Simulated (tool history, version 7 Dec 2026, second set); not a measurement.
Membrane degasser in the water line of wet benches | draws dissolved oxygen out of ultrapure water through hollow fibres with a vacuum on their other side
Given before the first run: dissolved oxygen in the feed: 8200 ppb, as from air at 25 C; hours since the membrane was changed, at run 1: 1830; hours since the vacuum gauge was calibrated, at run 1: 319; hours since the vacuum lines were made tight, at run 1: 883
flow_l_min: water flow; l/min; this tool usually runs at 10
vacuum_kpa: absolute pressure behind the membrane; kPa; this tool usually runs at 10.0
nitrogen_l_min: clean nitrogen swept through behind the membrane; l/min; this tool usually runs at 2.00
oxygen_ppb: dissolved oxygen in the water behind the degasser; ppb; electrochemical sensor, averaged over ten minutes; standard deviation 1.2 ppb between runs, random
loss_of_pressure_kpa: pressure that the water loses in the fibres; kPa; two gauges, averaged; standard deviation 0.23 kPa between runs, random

| run | hour | flow_l_min | vacuum_kpa | nitrogen_l_min | hours since the membrane was changed | hours since the vacuum gauge was calibrated | hours since the vacuum lines were made tight | oxygen_ppb | loss_of_pressure_kpa |
|---|---|---|---|---|---|---|---|---|---|
| 1 | 0.0 | 10 | 10.0 | 2.00 | 1830 | 319 | 883 | 112.7 | 58.63 |
| 2 | 52.4 | 10 | 10.0 | 2.00 | 1882 | 371 | 935 | 111.3 | 58.29 |
| 3 | 100.3 | 10 | 10.0 | 2.00 | 1930 | 419 | 983 | 114.0 | 58.48 |
| 4 | 173.1 | 10 | 10.0 | 2.00 | 2003 | 492 | 1056 | 111.9 | 58.47 |
| 5 | 216.4 | 10 | 10.0 | 2.00 | 2046 | 535 | 1099 | 112.8 | 58.87 |
| 6 | 295.8 | 10 | 10.0 | 2.00 | 2126 | 615 | 1178 | 114.4 | 58.15 |
| 7 | 375.7 | 10 | 10.0 | 2.00 | 2205 | 694 | 1258 | 113.1 | 57.88 |
| 8 | 422.4 | 10 | 19.3 | 2.00 | 2252 | 741 | 1305 | 221.8 | 58.36 |
| 9 | 517.0 | 10 | 19.3 | 2.00 | 2347 | 836 | 1400 | 221.4 | 58.34 |
| 10 | 561.7 | 10 | 19.3 | 2.00 | 2392 | 881 | 1444 | 221.0 | 58.37 |
| 11 | 602.1 | 10 | 19.3 | 2.00 | 2432 | 921 | 1485 | 226.8 | 58.11 |
| 12 | 671.0 | 10 | 19.3 | 2.00 | 2501 | 990 | 1554 | 222.9 | 57.92 |
| 13 | 714.6 | 10 | 10.0 | 2.00 | 2544 | 1033 | 1597 | 113.6 | 58.02 |
| 14 | 805.9 | 10 | 10.0 | 2.00 | 2636 | 1125 | 1688 | 115.2 | 58.13 |
| 15 | 848.6 | 10 | 10.0 | 1.31 | 2678 | 1167 | 1731 | 152.6 | 57.63 |
| 16 | 903.7 | 10 | 10.0 | 1.31 | 2733 | 1222 | 1786 | 151.8 | 58.02 |
| 17 | 944.7 | 10 | 10.0 | 1.31 | 2774 | 1263 | 1827 | 151.5 | 58.07 |
| 18 | 1042.6 | 7 | 7.8 | 5.41 | 2872 | 1361 | 1925 | 26.2 | 40.19 |
| 19 | 1108.2 | 15 | 12.7 | 2.00 | 2938 | 1427 | 1991 | 243.5 | 86.69 |
| 20 | 1180.9 | 14 | 10.0 | 2.00 | 3011 | 1500 | 2063 | 183.1 | 80.48 |

Run 21 has not been measured yet. What should we expect?
| 21 | 1245.7 | 14 | 10.0 | 2.00 | 3076 | 1565 | 2128 | ? | ? |

Run 21 yielded oxygen_ppb 181.2 ppb, loss_of_pressure_kpa 80.72 kPa.
With the hidden condition absent and the run-to-run variation left alone, this run would have shown oxygen_ppb 181.1 ppb, loss_of_pressure_kpa 82.01 kPa.

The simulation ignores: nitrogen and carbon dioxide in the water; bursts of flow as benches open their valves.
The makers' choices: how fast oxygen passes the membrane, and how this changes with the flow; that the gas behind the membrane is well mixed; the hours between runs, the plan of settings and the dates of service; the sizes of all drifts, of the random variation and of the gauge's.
